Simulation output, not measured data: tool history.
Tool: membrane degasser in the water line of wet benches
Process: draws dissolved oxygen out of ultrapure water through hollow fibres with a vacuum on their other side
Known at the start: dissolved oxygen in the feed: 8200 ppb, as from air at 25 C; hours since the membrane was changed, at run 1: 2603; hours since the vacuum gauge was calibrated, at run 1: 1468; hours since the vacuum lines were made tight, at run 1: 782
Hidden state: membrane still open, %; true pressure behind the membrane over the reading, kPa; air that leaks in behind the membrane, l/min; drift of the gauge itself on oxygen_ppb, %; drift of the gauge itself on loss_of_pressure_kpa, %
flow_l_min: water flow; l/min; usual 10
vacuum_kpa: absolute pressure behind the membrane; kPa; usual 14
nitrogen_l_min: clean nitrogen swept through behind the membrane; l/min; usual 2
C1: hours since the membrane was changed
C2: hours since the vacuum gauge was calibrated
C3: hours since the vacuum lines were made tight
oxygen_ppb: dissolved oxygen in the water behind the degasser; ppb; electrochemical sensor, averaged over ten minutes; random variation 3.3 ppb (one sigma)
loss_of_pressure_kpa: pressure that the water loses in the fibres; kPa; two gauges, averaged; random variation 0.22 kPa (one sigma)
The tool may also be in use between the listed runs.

Run 1, day 0: usual settings; C1 2603; C2 1468; C3 782. Result: oxygen_ppb 343.7 ppb, loss_of_pressure_kpa 55.29 kPa.
Run 2, day 2.338: usual settings but nitrogen_l_min 2.42 l/min; C1 2659; C2 1525; C3 838. Result: oxygen_ppb 329.1 ppb, loss_of_pressure_kpa 55.25 kPa.
Run 3, day 6.371: usual settings but nitrogen_l_min 2.42 l/min; C1 2756; C2 1621; C3 935. Result: oxygen_ppb 320.3 ppb, loss_of_pressure_kpa 55.07 kPa.
Run 4, day 8.583: usual settings; C1 2809; C2 1674; C3 988. Result: oxygen_ppb 346.7 ppb, loss_of_pressure_kpa 55.09 kPa.
Run 5, day 11.383: usual settings; C1 2876; C2 1742; C3 1055. Result: oxygen_ppb 350.7 ppb, loss_of_pressure_kpa 55.06 kPa.
Run 6, day 15.362: usual settings; C1 2972; C2 1837; C3 1151. Result: oxygen_ppb 346.3 ppb, loss_of_pressure_kpa 55.48 kPa.
Run 7, day 17.8: usual settings but nitrogen_l_min 0.93 l/min; C1 3030; C2 1896; C3 1209. Result: oxygen_ppb 480.4 ppb, loss_of_pressure_kpa 54.78 kPa.
Run 8, day 20.408: usual settings; C1 3093; C2 1958; C3 1272. Result: oxygen_ppb 350.2 ppb, loss_of_pressure_kpa 55.75 kPa.
Run 9, day 23.896: usual settings but vacuum_kpa 10.1 kPa; C1 3177; C2 2042; C3 1355. Result: oxygen_ppb 312.3 ppb, loss_of_pressure_kpa 54.86 kPa.
Run 10, day 26.888: usual settings but nitrogen_l_min 2.84 l/min; C1 3248; C2 2114; C3 1427. Result: oxygen_ppb 316.4 ppb, loss_of_pressure_kpa 55.48 kPa.
Run 11, day 28.996: usual settings but vacuum_kpa 30.7 kPa; C1 3299; C2 2164; C3 1478. Result: oxygen_ppb 533.5 ppb, loss_of_pressure_kpa 55.43 kPa.
Run 12, day 31.842: usual settings but vacuum_kpa 30.7 kPa; C1 3367; C2 2233; C3 1546. Result: oxygen_ppb 539.1 ppb, loss_of_pressure_kpa 55.23 kPa.
Run 13, day 34.017: usual settings but vacuum_kpa 17.8 kPa, nitrogen_l_min 1.16 l/min; C1 3420; C2 2285; C3 1598. Result: oxygen_ppb 506.8 ppb, loss_of_pressure_kpa 54.72 kPa.
Run 14, day 35.888: usual settings but flow_l_min 8 l/min, vacuum_kpa 17.8 kPa, nitrogen_l_min 1.16 l/min; C1 3464; C2 2330; C3 1643. Result: oxygen_ppb 399.5 ppb, loss_of_pressure_kpa 44.21 kPa.

Forecast run 15:
Run 15, day 38.008: usual settings but vacuum_kpa 17.2 kPa, nitrogen_l_min 1.16 l/min; C1 3515; C2 2381; C3 1694. Result: oxygen_ppb ?, loss_of_pressure_kpa ?.

Run 15 gave oxygen_ppb 496.3 ppb, loss_of_pressure_kpa 55.7 kPa.
Without the tool's hidden state the same run would have given oxygen_ppb 472.6 ppb, loss_of_pressure_kpa 54.48 kPa.
